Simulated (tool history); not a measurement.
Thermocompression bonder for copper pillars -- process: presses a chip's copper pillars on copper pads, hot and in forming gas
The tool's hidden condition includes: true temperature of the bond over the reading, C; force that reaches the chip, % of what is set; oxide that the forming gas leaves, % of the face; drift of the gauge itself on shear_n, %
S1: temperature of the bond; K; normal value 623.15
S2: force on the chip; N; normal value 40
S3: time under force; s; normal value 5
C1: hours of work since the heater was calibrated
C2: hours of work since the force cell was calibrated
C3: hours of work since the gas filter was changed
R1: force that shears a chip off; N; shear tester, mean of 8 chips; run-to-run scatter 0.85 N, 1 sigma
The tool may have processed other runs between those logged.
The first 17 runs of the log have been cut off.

run   hour      S1  S2  S3   C1   C2   C3     R1
 18  123.5  636.15  40   5  354  176   80  100.9
 19  129.9  650.15  40   5  359  180   85  110.4
 20  135.7  639.15  35  14  363  184   89  117.1
 21  145.1  639.15  35  14  369  191   95  119.2
 22  154.0  639.15  35   3  375  197  101   83.2
 23  160.1  593.15  48   6  380  201  106   81.7
 24  168.2  593.15  48   6  385  207  111   80.8
 25  173.0  623.15  40   6  388  210  114   95.4
 26  178.4  652.15  41   6  392  214  118  118.1
 27  186.5  610.15  55   3  398  219  124   87.2
 28  194.1  628.15  46   5  403  225  129  103.8
 29  201.7  621.15  35   5  408  230  134   80.8
 30  209.1  601.15  44  11  413  235  139   97.6
 31  216.4  623.15  55   5  418  240  144  109.4
 32  222.4  630.15  40  11  422  244  148  114.6
 33  229.9  596.15  40  13  427  249  153   92.6
 34  234.8  602.15  40   6  431  252  157   77.4
 35  241.4  602.15  40   6  435  257  161   78.6
 36  245.6  622.15  40   3  438  260  164   78.1
 37  253.3  623.15  41  11  444  265  170  111.7
 38  262.5  641.15  27   9  450  271  176   95.5

Branching from run 38: 4 alternative next runs. What would each branch give?
  A  270.1  641.15  46   3  455  277  181   ?
  B  270.1  641.15  24   9  455  277  181   ?
  C  270.1  623.15  40   6  455  277  181   ?
  D  270.1  606.15  31   4  455  277  181   ?

run     R1
  A  100.1
  B   89.9
  C   95.0
  D   57.5
Without the tool's unlogged condition, the same runs would have read:
run     R1
  A  100.6
  B   90.3
  C   95.5
  D   57.9
